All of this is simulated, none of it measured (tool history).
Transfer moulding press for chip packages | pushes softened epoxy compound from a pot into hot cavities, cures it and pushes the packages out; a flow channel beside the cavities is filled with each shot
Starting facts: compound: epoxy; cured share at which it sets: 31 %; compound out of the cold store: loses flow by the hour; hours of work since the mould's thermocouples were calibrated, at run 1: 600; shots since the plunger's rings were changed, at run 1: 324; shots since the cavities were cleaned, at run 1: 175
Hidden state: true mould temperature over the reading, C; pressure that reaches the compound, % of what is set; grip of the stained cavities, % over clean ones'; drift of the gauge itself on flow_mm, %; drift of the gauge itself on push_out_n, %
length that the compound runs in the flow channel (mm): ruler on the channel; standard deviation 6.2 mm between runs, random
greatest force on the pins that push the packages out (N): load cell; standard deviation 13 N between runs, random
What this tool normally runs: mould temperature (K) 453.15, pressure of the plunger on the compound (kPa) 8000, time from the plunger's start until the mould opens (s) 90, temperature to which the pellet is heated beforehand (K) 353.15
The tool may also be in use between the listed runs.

run,hour,mould temperature (K),pressure of the plunger on the compound (kPa),time from the plunger's start until the mould opens (s),temperature to which the pellet is heated beforehand (K),hours of work since the mould's thermocouples were calibrated,shots since the plunger's rings were changed,shots since the cavities were cleaned,incoming compound's hours out of the cold store,length that the compound runs in the flow channel (mm),greatest force on the pins that push the packages out (N)
1,0.0,453.15,8000,90,353.15,600,324,175,43.5,675,797
2,29.8,453.15,8000,90,353.15,620,686,537,20.3,741,1225
# hour 39.5: cavities cleaned with cleaning compound and waxed
3,60.0,453.15,8000,90,353.15,640,1034,249,16.4,744,1480
4,81.5,453.15,8000,90,353.15,655,1296,511,43.8,644,1310
# hour 91.7: cavities cleaned with cleaning compound and waxed
5,112.6,453.15,8000,107,353.15,675,1656,255,28.2,704,708
# hour 118.7: cavities cleaned with cleaning compound and waxed, once more
# hour 126.6: mould's thermocouples calibrated
6,143.6,453.15,8000,107,353.15,12,1990,279,20.7,722,797
# hour 171.6: cavities cleaned with cleaning compound and waxed
7,183.3,461.15,6110,107,353.15,38,2453,142,29.3,587,543
# hour 222.7: cavities cleaned with cleaning compound and waxed
8,224.8,453.15,6330,109,353.15,65,2939,25,24.7,631,466
9,249.3,453.15,6330,109,353.15,82,3237,323,35.8,582,795
# hour 274.2: cavities cleaned with cleaning compound and waxed
10,283.5,452.15,8460,90,354.15,104,3633,113,30.5,704,919
# hour 325.9: cavities cleaned with cleaning compound and waxed
11,334.3,452.15,8460,90,354.15,138,4232,101,27.2,698,917

Some steps in length that the compound runs in the flow channel (mm), run to run, broken into two amounts with sign: the step expected even without the hidden condition (settings, incoming material, random variation), and the rest, left for the hidden condition together with whatever gauge scatter is not in both the measured and the hidden-condition-free result:
Run 6 -> 7: mould temperature (K) 453.15 -> 461.15, pressure of the plunger on the compound (kPa) 8000 -> 6110, cavities cleaned with cleaning compound and waxed. length that the compound runs in the flow channel (mm) -135: hidden state +0, all else -135.
Run 9 -> 10: mould temperature (K) 453.15 -> 452.15, pressure of the plunger on the compound (kPa) 6330 -> 8460, time from the plunger's start until the mould opens (s) 109 -> 90, temperature to which the pellet is heated beforehand (K) 353.15 -> 354.15, cavities cleaned with cleaning compound and waxed. length that the compound runs in the flow channel (mm) +122: hidden state -12, all else +134.

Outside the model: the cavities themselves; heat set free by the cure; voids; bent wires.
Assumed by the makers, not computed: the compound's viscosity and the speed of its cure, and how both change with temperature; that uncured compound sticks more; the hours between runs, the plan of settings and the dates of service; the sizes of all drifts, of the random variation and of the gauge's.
